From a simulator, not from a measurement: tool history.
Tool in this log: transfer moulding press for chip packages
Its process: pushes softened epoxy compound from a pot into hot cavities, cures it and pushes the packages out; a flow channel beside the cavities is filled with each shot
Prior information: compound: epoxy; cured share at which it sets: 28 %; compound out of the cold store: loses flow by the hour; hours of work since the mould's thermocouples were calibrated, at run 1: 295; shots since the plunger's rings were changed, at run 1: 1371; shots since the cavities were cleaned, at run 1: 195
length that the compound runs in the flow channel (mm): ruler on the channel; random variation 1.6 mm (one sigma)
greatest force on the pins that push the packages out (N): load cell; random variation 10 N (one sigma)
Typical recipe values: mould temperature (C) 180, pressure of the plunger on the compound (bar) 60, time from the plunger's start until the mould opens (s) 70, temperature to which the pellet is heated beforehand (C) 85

run   hour  mould temperature (C)  pressure of the plunger on the compound (bar)  time from the plunger's start until the mould opens (s)  temperature to which the pellet is heated beforehand (C)  hours of work since the mould's thermocouples were calibrated  shots since the plunger's rings were changed  shots since the cavities were cleaned  incoming compound's hours out of the cold store  length that the compound runs in the flow channel (mm)  greatest force on the pins that push the packages out (N)
  1      0                    180                                             60                                                       70                                                        85                                                            295                                          1371                                    195                                             25.6                                                     893                                                        471
      25.7  -- cavities cleaned with cleaning compound and waxed
  2     29                    180                                             60                                                       70                                                        85                                                            308                                          1650                                     33                                             26.5                                                     886                                                        478
  3   52.1                    180                                             60                                                       70                                                        85                                                            318                                          1884                                    267                                             33.7                                                     850                                                        483
      71.3  -- cavities cleaned with cleaning compound and waxed
  4   71.5                    180                                             60                                                       70                                                        85                                                            326                                          2066                                      2                                             36.5                                                     829                                                        456
  5     95                    180                                             60                                                       70                                                        85                                                            337                                          2305                                    241                                             38.8                                                     817                                                        461
  6  111.8                    180                                             60                                                       70                                                        85                                                            345                                          2476                                    412                                             21.2                                                     918                                                        482
     115.4  -- cavities cleaned with cleaning compound and waxed
  7  136.4                    180                                             60                                                       70                                                        85                                                            355                                          2710                                    213                                             36.7                                                     833                                                        459
     159.9  -- cavities cleaned with cleaning compound and waxed
  8  166.2                    180                                             60                                                       70                                                        85                                                            368                                          2997                                     64                                             29.1                                                     871                                                        483
  9  196.9                    180                                             60                                                       70                                                        85                                                            382                                          3309                                    376                                               15                                                     960                                                        499
     204.4  -- cavities cleaned with cleaning compound and waxed
 10  235.6                    180                                             60                                                       70                                                        85                                                            399                                          3687                                    317                                              8.4                                                    1003                                                        511
     250.3  -- plunger's sealing rings changed
     251.8  -- cavities cleaned with cleaning compound and waxed
 11  256.3                    180                                             60                                                      108                                                        85                                                            407                                            45                                     45                                             30.2                                                     869                                                        317
 12  278.2                    180                                             60                                                      108                                                        85                                                            417                                           268                                    268                                             32.9                                                     848                                                        316
     296.9  -- cavities cleaned with cleaning compound and waxed
 13  312.3                    180                                             60                                                      108                                                        85                                                            431                                           598                                    156                                             31.6                                                     861                                                        304
     340.7  -- cavities cleaned with cleaning compound and waxed
 14  344.8                    180                                             60                                                       53                                                        85                                                            446                                           914                                     43                                             20.1                                                     928                                                       1048
 15  374.7                    180                                           58.5                                                       70                                                        85                                                            459                                          1217                                    346                                             13.8                                                     956                                                        490
     384.7  -- cavities cleaned with cleaning compound and waxed
 16  406.6                    184                                           50.3                                                       99                                                        82                                                            473                                          1526                                    223                                             44.9                                                     712                                                        301
     429.5  -- cavities cleaned with cleaning compound and waxed
 17  436.2                    184                                           50.3                                                       99                                                        82                                                            486                                          1811                                     68                                             34.7                                                     762                                                        304
 18  455.6                    173                                           65.6                                                       95                                                        93                                                            495                                          2008                                    265                                             37.5                                                     881                                                        367
     474.3  -- cavities cleaned with cleaning compound and waxed
 19  474.3                    187                                           60.2                                                       70                                                        85                                                            503                                          2182                                      0                                             46.5                                                     764                                                        344
 20  499.7                    187                                             60                                                       70                                                        85                                                            514                                          2440                                    258                                             46.6                                                     761                                                        326
     518.3  -- cavities cleaned with cleaning compound and waxed
 21  518.3                    173                                           58.1                                                      100                                                        94                                                            522                                          2613                                      0                                             36.2                                                     834                                                        359
 22  538.1                    173                                           58.1                                                      100                                                        94                                                            531                                          2815                                    202                                             14.8                                                     965                                                        377
     563.8  -- cavities cleaned with cleaning compound and waxed
 23  571.6                    173                                           58.1                                                      100                                                        94                                                            545                                          3140                                     80                                             10.1                                                     996                                                        375
 24  602.5                    173                                           58.1                                                      100                                                        94                                                            560                                          3453                                    393                                             27.4                                                     885                                                        355
     608.4  -- cavities cleaned with cleaning compound and waxed
 25  630.6                    173                                           58.1                                                      100                                                        94                                                            572                                          3724                                    226                                               19                                                     937                                                        367
     641.6  -- plunger's sealing rings changed
     656.8  -- cavities cleaned with cleaning compound and waxed
 26  670.1                    173                                           58.1                                                      100                                                        94                                                            588                                           274                                    136                                             42.5                                                     802                                                        359
 27  696.4                    172                                             60                                                       70                                                        86                                                            600                                           541                                    403                                             11.2                                                    1010                                                        931
     701.4  -- cavities cleaned with cleaning compound and waxed
 28  717.2                    178                                           48.9                                                       70                                                        79                                                            609                                           737                                    160                                             35.6                                                     762                                                        540

Consider 4 possible next runs. They are alternatives, not a sequence: every one starts from the tool as it was left by run 28. What does each give?
  A  740.8                    185                                           48.9                                                       70                                                        76                                                            619                                           977                                    400                                             18.8                                                       ?                                                          ?
  B  740.8                    188                                           48.9                                                       70                                                        84                                                            619                                           977                                    400                                             41.4                                                       ?                                                          ?
  C  740.8                    178                                           48.9                                                       83                                                        88                                                            619                                           977                                    400                                             23.3                                                       ?                                                          ?
  D  740.8                    187                                           48.9                                                       72                                                        86                                                            619                                           977                                    400                                             22.1                                                       ?                                                          ?

run  length that the compound runs in the flow channel (mm)  greatest force on the pins that push the packages out (N)
  A                                                     832                                                        386
  B                                                     713                                                        325
  C                                                     822                                                        375
  D                                                     810                                                        316
Stripped of hidden state, with their random variation kept, the same runs would have yielded:
run  length that the compound runs in the flow channel (mm)  greatest force on the pins that push the packages out (N)
  A                                                     832                                                        384
  B                                                     713                                                        323
  C                                                     822                                                        373
  D                                                     811                                                        314
